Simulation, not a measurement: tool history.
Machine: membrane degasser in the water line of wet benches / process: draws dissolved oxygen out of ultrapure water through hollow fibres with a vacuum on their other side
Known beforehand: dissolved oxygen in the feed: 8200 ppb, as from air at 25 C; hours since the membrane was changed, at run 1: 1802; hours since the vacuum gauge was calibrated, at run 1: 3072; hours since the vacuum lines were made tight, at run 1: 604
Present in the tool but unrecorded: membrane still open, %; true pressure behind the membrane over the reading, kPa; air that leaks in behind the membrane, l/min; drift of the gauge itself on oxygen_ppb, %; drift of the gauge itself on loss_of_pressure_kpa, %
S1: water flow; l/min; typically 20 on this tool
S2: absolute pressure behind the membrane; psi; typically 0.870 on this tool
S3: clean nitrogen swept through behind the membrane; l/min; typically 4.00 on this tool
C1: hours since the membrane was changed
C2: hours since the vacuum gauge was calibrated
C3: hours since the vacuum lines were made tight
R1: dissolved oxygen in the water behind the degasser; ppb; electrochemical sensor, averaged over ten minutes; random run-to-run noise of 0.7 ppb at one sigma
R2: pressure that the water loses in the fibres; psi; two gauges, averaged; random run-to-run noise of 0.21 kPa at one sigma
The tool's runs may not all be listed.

run 1 day=0.000 | S1=20 S2=0.870 S3=4.00 | C1=1802 C2=3072 C3=604 | R1=67.8 R2=7.279
run 2 day=1.912 | S1=20 S2=0.870 S3=8.75 | C1=1848 C2=3118 C3=650 | R1=48.2 R2=7.292
run 3 day=3.233 | S1=20 S2=0.870 S3=8.75 | C1=1880 C2=3149 C3=682 | R1=48.1 R2=7.292
run 4 day=4.788 | S1=20 S2=0.870 S3=8.75 | C1=1917 C2=3187 C3=719 | R1=47.7 R2=7.240
run 5 day=5.825 | S1=20 S2=0.870 S3=8.75 | C1=1942 C2=3211 C3=744 | R1=47.5 R2=7.282
run 6 day=7.792 | S1=20 S2=0.870 S3=8.75 | C1=1989 C2=3259 C3=791 | R1=49.1 R2=7.263
run 7 day=9.367 | S1=20 S2=0.870 S3=8.75 | C1=2027 C2=3296 C3=829 | R1=49.2 R2=7.301
run 8 day=10.662 | S1=20 S2=0.870 S3=8.75 | C1=2058 C2=3328 C3=860 | R1=49.0 R2=7.300
run 9 day=12.667 | S1=20 S2=0.870 S3=8.51 | C1=2106 C2=3376 C3=908 | R1=50.2 R2=7.252
run 10 day=14.796 | S1=20 S2=0.870 S3=8.51 | C1=2157 C2=3427 C3=959 | R1=48.5 R2=7.320
run 11 day=16.804 | S1=20 S2=0.870 S3=8.51 | C1=2205 C2=3475 C3=1007 | R1=50.1 R2=7.298
run 12 day=18.167 | S1=20 S2=0.532 S3=4.00 | C1=2238 C2=3508 C3=1040 | R1=38.1 R2=7.278
run 13 day=19.721 | S1=20 S2=0.532 S3=4.00 | C1=2275 C2=3545 C3=1078 | R1=38.7 R2=7.307
run 14 day=21.117 | S1=20 S2=0.532 S3=4.00 | C1=2309 C2=3578 C3=1111 | R1=39.9 R2=7.294
run 15 day=22.629 | S1=20 S2=0.532 S3=6.59 | C1=2345 C2=3615 C3=1147 | R1=36.8 R2=7.345
run 16 day=23.938 | S1=17 S2=0.870 S3=4.00 | C1=2376 C2=3646 C3=1179 | R1=54.4 R2=6.176
run 17 day=25.625 | S1=17 S2=0.870 S3=4.00 | C1=2417 C2=3687 C3=1219 | R1=54.1 R2=6.192
run 18 day=27.404 | S1=21 S2=1.179 S3=4.18 | C1=2460 C2=3729 C3=1262 | R1=97.0 R2=7.626
run 19 day=28.983 | S1=16 S2=0.806 S3=5.94 | C1=2498 C2=3767 C3=1300 | R1=37.4 R2=5.815
run 20 day=30.942 | S1=20 S2=2.167 S3=9.71 | C1=2545 C2=3814 C3=1347 | R1=93.5 R2=7.258
run 21 day=32.758 | S1=20 S2=0.914 S3=10.23 | C1=2588 C2=3858 C3=1390 | R1=49.8 R2=7.298
-- day=34.658 vacuum gauge calibrated
run 22 day=34.808 | S1=20 S2=0.914 S3=10.23 | C1=2637 C2=4 C3=1439 | R1=50.0 R2=7.330
run 23 day=36.846 | S1=20 S2=0.914 S3=10.23 | C1=2686 C2=53 C3=1488 | R1=48.3 R2=7.348
run 24 day=38.517 | S1=20 S2=1.488 S3=6.74 | C1=2726 C2=93 C3=1528 | R1=83.2 R2=7.329
run 25 day=40.321 | S1=21 S2=1.488 S3=6.74 | C1=2769 C2=136 C3=1571 | R1=90.7 R2=7.659
run 26 day=41.429 | S1=22 S2=1.526 S3=7.28 | C1=2796 C2=163 C3=1598 | R1=96.3 R2=8.048
run 27 day=43.333 | S1=14 S2=1.526 S3=5.11 | C1=2841 C2=208 C3=1644 | R1=67.2 R2=5.143
run 28 day=44.612 | S1=14 S2=1.994 S3=5.11 | C1=2872 C2=239 C3=1674 | R1=89.1 R2=5.146
run 29 day=45.933 | S1=14 S2=1.105 S3=1.78 | C1=2904 C2=271 C3=1706 | R1=100.8 R2=5.086
run 30 day=46.983 | S1=13 S2=0.912 S3=4.00 | C1=2929 C2=296 C3=1731 | R1=39.7 R2=4.763
run 31 day=48.662 | S1=22 S2=0.654 S3=7.68 | C1=2969 C2=336 C3=1772 | R1=50.1 R2=8.070
run 32 day=49.821 | S1=22 S2=0.560 S3=1.87 | C1=2997 C2=364 C3=1799 | R1=59.7 R2=8.090
run 33 day=51.617 | S1=21 S2=0.870 S3=4.00 | C1=3040 C2=407 C3=1843 | R1=75.0 R2=7.758

What if the next run were any one of these 3? Each begins from the tool's condition after run 33:
run A day=53.417 | S1=16 S2=1.858 S3=4.00 | C1=3083 C2=450 C3=1886 | R1=? R2=?
run B day=53.417 | S1=21 S2=1.507 S3=4.40 | C1=3083 C2=450 C3=1886 | R1=? R2=?
run C day=53.417 | S1=23 S2=1.485 S3=4.00 | C1=3083 C2=450 C3=1886 | R1=? R2=?

run=A R1=118.2 R2=5.875
run=B R1=119.2 R2=7.670
run=C R1=140.6 R2=8.464
The same runs, with their run-to-run variation unchanged, on a tool lacking any hidden condition would have given:
run=A R1=113.3 R2=5.735
run=B R1=113.1 R2=7.484
run=C R1=133.7 R2=8.260
